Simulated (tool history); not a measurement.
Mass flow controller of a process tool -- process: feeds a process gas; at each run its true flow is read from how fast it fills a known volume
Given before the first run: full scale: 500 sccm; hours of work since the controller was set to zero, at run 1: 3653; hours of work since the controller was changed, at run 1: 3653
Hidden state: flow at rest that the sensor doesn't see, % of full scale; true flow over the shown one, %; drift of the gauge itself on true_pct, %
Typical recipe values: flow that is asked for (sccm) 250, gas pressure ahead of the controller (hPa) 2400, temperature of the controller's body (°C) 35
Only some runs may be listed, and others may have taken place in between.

| run | hour | flow that is asked for (sccm) | gas pressure ahead of the controller (hPa) | temperature of the controller's body (°C) | hours of work since the controller was set to zero | hours of work since the controller was changed | true flow (%) |
|---|---|---|---|---|---|---|---|
| 1 | 0.0 | 250 | 2400 | 35 | 3653 | 3653 | 99.05 |
| 2 | 186.6 | 199 | 2400 | 35 | 3745 | 3745 | 98.68 |
| 3 | 414.2 | 199 | 2400 | 35 | 3858 | 3858 | 98.55 |
| 4 | 698.4 | 250 | 2400 | 35 | 3998 | 3998 | 98.72 |
| 5 | 1004.5 | 250 | 2400 | 35 | 4150 | 4150 | 98.50 |
| 6 | 1205.1 | 189 | 2400 | 35 | 4249 | 4249 | 98.12 |
| 7 | 1430.1 | 189 | 2400 | 35 | 4361 | 4361 | 97.83 |
| 8 | 1708.1 | 189 | 2400 | 35 | 4498 | 4498 | 97.69 |
| 9 | 1844.0 | 189 | 2400 | 25 | 4565 | 4565 | 97.38 |
|  | 1945.4 | controller's zero set anew |
| 10 | 2014.3 | 189 | 2400 | 25 | 34 | 4649 | 97.28 |
| 11 | 2304.2 | 189 | 2400 | 25 | 178 | 4793 | 96.97 |
| 12 | 2471.6 | 372 | 2400 | 25 | 260 | 4876 | 98.03 |
| 13 | 2757.7 | 88 | 1440 | 25 | 402 | 5017 | 95.42 |
| 14 | 2893.7 | 499 | 1620 | 25 | 469 | 5084 | 98.10 |
| 15 | 3044.9 | 499 | 1620 | 25 | 544 | 5159 | 98.03 |
| 16 | 3309.5 | 499 | 1620 | 25 | 675 | 5290 | 97.75 |
| 17 | 3607.8 | 250 | 2190 | 24 | 823 | 5438 | 96.56 |
| 18 | 3786.5 | 118 | 2190 | 24 | 911 | 5526 | 95.54 |
| 19 | 4064.5 | 182 | 1930 | 38 | 1049 | 5664 | 96.00 |
| 20 | 4215.4 | 182 | 1930 | 38 | 1123 | 5738 | 96.12 |
| 21 | 4419.9 | 51 | 2510 | 36 | 1224 | 5840 | 95.44 |

4 ways to go on from here, each from the tool as it stands after run 21. What would each give?
| A | 4631.9 | 113 | 2400 | 35 | 1329 | 5944 | ? |
| B | 4631.9 | 428 | 2190 | 33 | 1329 | 5944 | ? |
| C | 4631.9 | 250 | 2400 | 25 | 1329 | 5944 | ? |
| D | 4631.9 | 79 | 2400 | 35 | 1329 | 5944 | ? |

| run | true flow (%) |
|---|---|
| A | 95.59 |
| B | 97.50 |
| C | 96.01 |
| D | 95.33 |
The same runs, with their run-to-run variation unchanged, on a tool lacking any hidden condition would have given:
| run | true flow (%) |
|---|---|
| A | 98.13 |
| B | 100.10 |
| C | 98.57 |
| D | 97.87 |
